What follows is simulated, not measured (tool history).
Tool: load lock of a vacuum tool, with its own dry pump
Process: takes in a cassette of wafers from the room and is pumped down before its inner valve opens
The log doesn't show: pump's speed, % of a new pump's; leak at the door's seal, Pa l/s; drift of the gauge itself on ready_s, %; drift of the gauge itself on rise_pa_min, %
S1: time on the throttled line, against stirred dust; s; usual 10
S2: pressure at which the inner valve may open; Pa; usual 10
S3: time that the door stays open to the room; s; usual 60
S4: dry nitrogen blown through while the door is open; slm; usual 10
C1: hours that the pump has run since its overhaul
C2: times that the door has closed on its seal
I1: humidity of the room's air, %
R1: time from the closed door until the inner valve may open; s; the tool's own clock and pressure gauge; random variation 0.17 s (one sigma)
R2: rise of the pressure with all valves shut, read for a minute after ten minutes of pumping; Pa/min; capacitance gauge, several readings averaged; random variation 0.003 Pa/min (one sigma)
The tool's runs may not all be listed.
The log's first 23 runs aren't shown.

Run 24, hour 10361.8: usual settings but S1 6 s, S2 11 Pa, S3 97 s, S4 12 slm; C1 990; C2 27976; I1 49.7. Result: R1 15.3 s, R2 0.067 Pa/min.
Run 25, hour 10833.8: usual settings but S1 8 s, S3 184 s; C1 1462; C2 29728; I1 46. Result: R1 17 s, R2 0.077 Pa/min.
Run 26, hour 11115.8: usual settings but S1 8 s, S3 184 s; C1 1744; C2 30776; I1 46.2. Result: R1 17.4 s, R2 0.07 Pa/min.
Run 27, hour 11482.1: usual settings but S1 7 s, S2 11 Pa, S3 135 s; C1 2110; C2 32136; I1 44.9. Result: R1 16.3 s, R2 0.068 Pa/min.
Run 28, hour 11897.5: usual settings but S1 7 s, S2 11 Pa, S3 135 s; C1 2525; C2 33678; I1 43.2. Result: R1 16.3 s, R2 0.072 Pa/min.
Run 29, hour 12325.1: usual settings but S1 7 s, S2 7 Pa; C1 2953; C2 35265; I1 44.3. Result: R1 16.8 s, R2 0.058 Pa/min.
Run 30, hour 12813.2: usual settings but S1 7 s, S2 7 Pa, S3 58 s, S4 5 slm; C1 3441; C2 37077; I1 43. Result: R1 16.9 s, R2 0.057 Pa/min.
Run 31, hour 13148.6: usual settings but S1 7 s, S2 7 Pa, S3 58 s, S4 5 slm; C1 3777; C2 38323; I1 45.3. Result: R1 16.9 s, R2 0.06 Pa/min.
Run 32, hour 13540.4: usual settings but S1 7 s, S2 9 Pa, S3 58 s, S4 5 slm; C1 4168; C2 39777; I1 43.5. Result: R1 16.4 s, R2 0.057 Pa/min.
Run 33, hour 13991.9: usual settings but S1 7 s, S2 9 Pa, S3 58 s, S4 5 slm; C1 4620; C2 41453; I1 45.6. Result: R1 16.3 s, R2 0.063 Pa/min.
Run 34, hour 14336: usual settings but S2 7 Pa, S3 165 s; C1 4964; C2 42731; I1 43.5. Result: R1 19.3 s, R2 0.074 Pa/min.
Run 35, hour 14862.8: usual settings but S1 14 s, S2 12 Pa, S3 222 s, S4 5 slm; C1 5491; C2 44687; I1 47. Result: R1 21.6 s, R2 0.092 Pa/min.
Run 36, hour 15454.4: usual settings but S1 14 s, S2 12 Pa, S3 222 s, S4 5 slm; C1 6082; C2 46883; I1 46. Result: R1 21.3 s, R2 0.088 Pa/min.

4 ways to go on from here, each from the tool as it stands after run 36. What would each give?
Run A, hour 15831.3: usual settings but S1 7 s, S2 12 Pa, S3 27 s; C1 6459; C2 48283; I1 46.3. Result: R1 ?, R2 ?.
Run B, hour 15831.3: usual settings but S1 6 s, S2 19 Pa, S4 13 slm; C1 6459; C2 48283; I1 43.3. Result: R1 ?, R2 ?.
Run C, hour 15831.3: usual settings but S1 14 s, S2 12 Pa, S3 222 s, S4 5 slm; C1 6459; C2 48283; I1 45.4. Result: R1 ?, R2 ?.
Run D, hour 15831.3: usual settings but S1 9 s, S2 8 Pa, S3 238 s; C1 6459; C2 48283; I1 42.9. Result: R1 ?, R2 ?.

run    R1     R2
  A  16.4  0.039
  B  14.5  0.052
  C  21.7  0.085
  D  18.2  0.079
Without the tool's hidden state the same runs would have given:
run    R1     R2
  A  16.4  0.038
  B  14.5  0.051
  C  21.7  0.084
  D  18.2  0.078
